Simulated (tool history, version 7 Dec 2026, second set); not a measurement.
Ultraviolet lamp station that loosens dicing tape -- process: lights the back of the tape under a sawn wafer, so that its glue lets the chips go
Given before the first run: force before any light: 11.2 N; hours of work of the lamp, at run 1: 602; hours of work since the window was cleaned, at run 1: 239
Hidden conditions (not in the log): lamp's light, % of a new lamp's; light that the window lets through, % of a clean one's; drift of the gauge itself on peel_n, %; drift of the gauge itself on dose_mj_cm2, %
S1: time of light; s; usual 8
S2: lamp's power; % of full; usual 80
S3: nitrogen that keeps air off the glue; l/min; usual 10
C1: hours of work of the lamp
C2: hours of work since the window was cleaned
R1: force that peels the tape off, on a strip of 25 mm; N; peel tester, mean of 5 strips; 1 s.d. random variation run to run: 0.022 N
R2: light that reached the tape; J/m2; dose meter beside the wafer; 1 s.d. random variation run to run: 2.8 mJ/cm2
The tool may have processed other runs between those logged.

run	hour	S1	S2	S3	C1	C2	R1	R2
1	0.0	8	80	10	602	239	1.074	3780
2	59.6	8	80	10	648	285	1.064	3830
3	120.5	8	80	9	694	331	1.204	3810
4	176.0	8	80	9	736	373	1.184	3820
5	233.2	8	80	9	779	416	1.160	3800
6	288.5	8	80	9	821	458	1.197	3770
7	338.3	8	80	9	859	496	1.179	3800
8	376.3	8	80	9	888	525	1.178	3860
# hour 427.6: window cleaned of glue's vapour
9	434.6	8	74	9	932	5	1.368	3480
10	485.0	8	74	9	970	44	1.345	3510
11	550.3	8	80	10	1020	93	1.120	3790
12	614.3	8	80	10	1068	142	1.078	3760
13	674.9	8	69	10	1114	188	1.472	3250
14	730.4	8	69	10	1156	230	1.461	3320
15	768.3	8	69	10	1185	259	1.472	3260
16	814.0	8	69	10	1220	293	1.519	3280
17	874.8	8	89	10	1266	339	0.880	4240
18	929.2	5	80	10	1307	381	2.540	2400
19	975.9	8	80	14	1342	416	0.843	3780
20	1022.5	8	97	10	1378	451	0.669	4580
21	1068.1	16	80	10	1412	486	0.181	7580
22	1114.2	8	76	7	1447	521	1.655	3650
23	1153.3	6	76	17	1477	551	1.461	2720
# hour 1172.9: window cleaned of glue's vapour
24	1183.7	7	76	5	1500	8	2.525	3150
25	1225.6	8	92	8	1532	40	0.980	4400
26	1252.3	10	92	8	1552	60	0.543	5500
27	1300.7	10	92	8	1588	97	0.553	5480
28	1353.0	10	67	8	1628	137	1.217	4000
29	1382.9	7	67	8	1651	159	2.266	2780
30	1409.5	7	67	8	1671	179	2.233	2800
31	1465.4	7	67	8	1713	222	2.234	2760
32	1506.9	7	67	8	1745	253	2.287	2810
33	1545.8	10	87	5	1774	283	1.029	5210
34	1583.6	10	63	4	1803	312	2.284	3700
35	1621.4	10	63	4	1832	340	2.134	3750
36	1648.2	4	93	4	1852	361	4.396	2200
37	1679.3	16	69	3	1876	384	0.984	6510
38	1728.2	8	94	12	1913	421	0.618	4520
39	1758.1	8	91	9	1935	444	0.881	4360
40	1808.4	10	91	11	1974	482	0.411	5360
# hour 1836.8: lamp changed
41	1846.3	10	91	11	7	510	0.398	5400
42	1884.8	10	91	11	36	539	0.427	5450

Difference, measured minus no-hidden-state, one row per run. Run-to-run variation is common to both terms; the gauge's own scatter need not be:
run	R2
1	-10
2	-10
3	-10
4	-10
5	-20
6	-20
7	-10
8	-10
9	-10
10	-10
11	-10
12	-10
13	-10
14	-10
15	-20
16	-10
17	-20
18	-10
19	-10
20	-20
21	-30
22	-20
23	-10
24	-10
25	-10
26	-20
27	-20
28	-20
29	-10
30	-10
31	-10
32	-10
33	-30
34	-20
35	-20
36	-20
37	-30
38	-20
39	-30
40	-30
41	-10
42	-20
R1: differs from the measured result by no more than 0.021 N in any run.

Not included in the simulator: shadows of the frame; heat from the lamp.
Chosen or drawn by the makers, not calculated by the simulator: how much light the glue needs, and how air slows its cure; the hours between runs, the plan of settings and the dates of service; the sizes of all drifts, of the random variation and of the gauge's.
